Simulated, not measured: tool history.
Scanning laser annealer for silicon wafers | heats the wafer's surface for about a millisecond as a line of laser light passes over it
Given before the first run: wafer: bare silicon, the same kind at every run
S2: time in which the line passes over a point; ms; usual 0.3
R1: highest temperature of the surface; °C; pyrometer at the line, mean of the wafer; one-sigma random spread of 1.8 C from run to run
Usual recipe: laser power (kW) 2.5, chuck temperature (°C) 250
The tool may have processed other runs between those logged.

run 1 hour=0 | laser_power_(kW)=2.5 S2=0.3 chuck_temperature_(°C)=250 | R1=978
run 2 hour=22.5 | laser_power_(kW)=2.5 S2=0.3 chuck_temperature_(°C)=250 | R1=974
run 3 hour=39.5 | laser_power_(kW)=2.5 S2=0.3 chuck_temperature_(°C)=250 | R1=974
run 4 hour=50.4 | laser_power_(kW)=2.5 S2=0.253 chuck_temperature_(°C)=250 | R1=915
run 5 hour=71.5 | laser_power_(kW)=2.5 S2=0.253 chuck_temperature_(°C)=250 | R1=910
run 6 hour=93.4 | laser_power_(kW)=2.46 S2=0.3 chuck_temperature_(°C)=250 | R1=952
run 7 hour=103.4 | laser_power_(kW)=2.46 S2=0.3 chuck_temperature_(°C)=250 | R1=959
run 8 hour=121.5 | laser_power_(kW)=2.46 S2=0.3 chuck_temperature_(°C)=250 | R1=952
run 9 hour=137.1 | laser_power_(kW)=2.46 S2=0.3 chuck_temperature_(°C)=250 | R1=952
-- hour=141.4 laser's power meter calibrated
run 10 hour=154.2 | laser_power_(kW)=2.46 S2=0.3 chuck_temperature_(°C)=250 | R1=953
run 11 hour=168.8 | laser_power_(kW)=2.46 S2=0.3 chuck_temperature_(°C)=250 | R1=955
run 12 hour=187.3 | laser_power_(kW)=2.46 S2=0.3 chuck_temperature_(°C)=250 | R1=951
-- hour=201.9 laser's power meter calibrated, once more
run 13 hour=204.7 | laser_power_(kW)=2.185 S2=0.3 chuck_temperature_(°C)=250 | R1=846
run 14 hour=220 | laser_power_(kW)=2.4 S2=0.242 chuck_temperature_(°C)=287 | R1=890
run 15 hour=240.2 | laser_power_(kW)=2.313 S2=0.372 chuck_temperature_(°C)=232 | R1=950
run 16 hour=251.3 | laser_power_(kW)=2.313 S2=0.372 chuck_temperature_(°C)=232 | R1=957
run 17 hour=264.1 | laser_power_(kW)=2.313 S2=0.372 chuck_temperature_(°C)=232 | R1=950
run 18 hour=279.7 | laser_power_(kW)=2.313 S2=0.372 chuck_temperature_(°C)=232 | R1=951
run 19 hour=290.6 | laser_power_(kW)=2.451 S2=0.267 chuck_temperature_(°C)=283 | R1=933
run 20 hour=307.1 | laser_power_(kW)=2.199 S2=0.271 chuck_temperature_(°C)=263 | R1=830
run 21 hour=324.1 | laser_power_(kW)=2.151 S2=0.271 chuck_temperature_(°C)=271 | R1=820
run 22 hour=340.4 | laser_power_(kW)=2.151 S2=0.271 chuck_temperature_(°C)=271 | R1=822
run 23 hour=361.6 | laser_power_(kW)=2.151 S2=0.271 chuck_temperature_(°C)=271 | R1=820
run 24 hour=371.6 | laser_power_(kW)=2.317 S2=0.298 chuck_temperature_(°C)=271 | R1=910
run 25 hour=388.9 | laser_power_(kW)=2.317 S2=0.298 chuck_temperature_(°C)=271 | R1=908

Branching from run 25: 3 alternative next runs. What would each branch give?
run A hour=408 | laser_power_(kW)=2.221 S2=0.234 chuck_temperature_(°C)=285 | R1=?
run B hour=408 | laser_power_(kW)=2.266 S2=0.319 chuck_temperature_(°C)=258 | R1=?
run C hour=408 | laser_power_(kW)=2.589 S2=0.324 chuck_temperature_(°C)=216 | R1=?

run=A R1=814
run=B R1=897
run=C R1=987
Without the tool's unlogged condition, the same runs would have read:
run=A R1=844
run=B R1=934
run=C R1=1032

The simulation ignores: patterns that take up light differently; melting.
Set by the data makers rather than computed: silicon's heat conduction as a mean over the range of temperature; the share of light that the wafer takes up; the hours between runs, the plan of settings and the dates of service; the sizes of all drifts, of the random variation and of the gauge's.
